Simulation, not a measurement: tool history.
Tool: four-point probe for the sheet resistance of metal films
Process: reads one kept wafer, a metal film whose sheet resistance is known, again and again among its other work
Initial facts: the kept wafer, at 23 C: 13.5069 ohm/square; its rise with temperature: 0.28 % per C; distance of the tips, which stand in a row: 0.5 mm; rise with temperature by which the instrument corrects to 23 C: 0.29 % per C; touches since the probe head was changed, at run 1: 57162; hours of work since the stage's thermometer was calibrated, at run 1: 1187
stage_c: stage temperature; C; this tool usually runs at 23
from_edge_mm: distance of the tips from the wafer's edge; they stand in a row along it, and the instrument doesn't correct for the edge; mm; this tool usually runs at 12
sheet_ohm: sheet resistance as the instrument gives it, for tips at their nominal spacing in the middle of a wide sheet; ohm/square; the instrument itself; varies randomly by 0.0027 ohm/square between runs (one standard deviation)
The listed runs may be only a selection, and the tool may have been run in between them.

run    hour  stage_c  from_edge_mm  touches since the probe head was changed  hours of work since the stage's thermometer was calibrated  sheet_ohm
  1       0       23            12                                     57162                                                        1187  13.645629
  2    27.2       23            12                                     58144                                                        1207   13.64519
  3    81.2       23            12                                     60096                                                        1248  13.648988
  4   136.4       23            12                                     62094                                                        1289  13.647108
  5   181.6       19            12                                     63727                                                        1323  13.659609
  6   228.8       19            12                                     65431                                                        1359  13.659814
  7   254.4       23            73                                     66359                                                        1378  13.646655
  8   303.8       23            73                                     68143                                                        1415  13.644623
  9   342.5       23            73                                     69544                                                        1444  13.649299
 10   400.6       23            14                                     71644                                                        1488  13.656581
      454.1  -- stage's thermometer calibrated
 11   454.1       23            14                                     73558                                                           0  13.645798
      477.4  -- new probe head fitted
 12   494.1       23            14                                       602                                                          29  13.583118
 13   538.3       23             4                                      2199                                                          62  13.692715
 14   566.7       23             4                                      3226                                                          84  13.690369
 15   605.5       23             4                                      4630                                                         113  13.690574
 16   650.4       35             7                                      6252                                                         147   13.59151
 17   689.5       24            11                                      7665                                                         176  13.595715
 18   722.4       26             6                                      8853                                                         201  13.634078
 19   774.6       25            10                                     10740                                                         240  13.603865
 20     824       29            22                                     12529                                                         277   13.58046
 21   858.2       29            22                                     13763                                                         303  13.585656
 22   890.6       19            28                                     14935                                                         327  13.605266
 23   946.6       28            26                                     16961                                                         369  13.589513
 24   975.4       29            12                                     18002                                                         391  13.597563
 25  1036.6       32             9                                     20212                                                         436  13.610254
 26  1067.3       32             9                                     21324                                                         460  13.606554
 27  1113.1       26             4                                     22979                                                         494  13.709332

3 ways to go on from here, each from the tool as it stands after run 27. What would each give?
  A  1149.7       25            12                                     24300                                                         521          ?
  B  1149.7       20            10                                     24300                                                         521          ?
  C  1149.7       19            17                                     24300                                                         521          ?

run  sheet_ohm
  A  13.614198
  B  13.631796
  C  13.621227
Without the tool's hidden state the same runs would have given:
run  sheet_ohm
  A  13.516188
  B  13.533648
  C  13.523146
